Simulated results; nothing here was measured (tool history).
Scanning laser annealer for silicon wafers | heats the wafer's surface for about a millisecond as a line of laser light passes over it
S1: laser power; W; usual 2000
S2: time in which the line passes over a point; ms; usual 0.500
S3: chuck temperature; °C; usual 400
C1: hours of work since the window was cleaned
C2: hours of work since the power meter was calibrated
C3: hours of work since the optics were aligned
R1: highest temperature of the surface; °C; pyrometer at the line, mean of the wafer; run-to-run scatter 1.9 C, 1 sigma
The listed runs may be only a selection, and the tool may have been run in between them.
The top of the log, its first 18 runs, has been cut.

run	hour	S1	S2	S3	C1	C2	C3	R1
# hour 202.6: window over the wafer cleaned
19	204.9	1795	0.500	426	1	246	941	1075
20	219.6	1971	0.492	432	8	253	948	1136
21	232.9	2000	0.572	400	14	260	954	1162
22	241.4	2000	0.448	390	18	264	958	1074
23	250.9	2000	0.448	390	23	268	963	1075
24	261.5	2000	0.448	390	28	273	968	1071
25	272.2	2000	0.448	390	33	278	973	1073
26	287.4	2000	0.448	390	40	285	980	1073
27	297.7	1899	0.475	390	45	290	985	1055
28	310.8	1778	0.565	400	51	296	991	1073
29	321.9	1778	0.565	400	56	302	996	1071
30	333.5	1778	0.565	400	62	307	1002	1071
31	347.4	2181	0.601	423	68	314	1008	1264
32	359.1	2181	0.446	423	74	319	1014	1162
33	366.2	2181	0.446	423	77	323	1017	1160
34	372.6	2000	0.600	361	80	326	1020	1130
35	380.3	2000	0.600	361	84	329	1024	1131

Predict each of these 3 candidate next runs independently; none follows another, all start after run 35:
A	386.7	2049	0.391	398	87	332	1027	?
B	386.7	2000	0.441	361	87	332	1027	?
C	386.7	2000	0.453	414	87	332	1027	?

run	R1
A	1049
B	1035
C	1093
Without the tool's hidden state the same runs would have given:
run	R1
A	1073
B	1060
C	1118
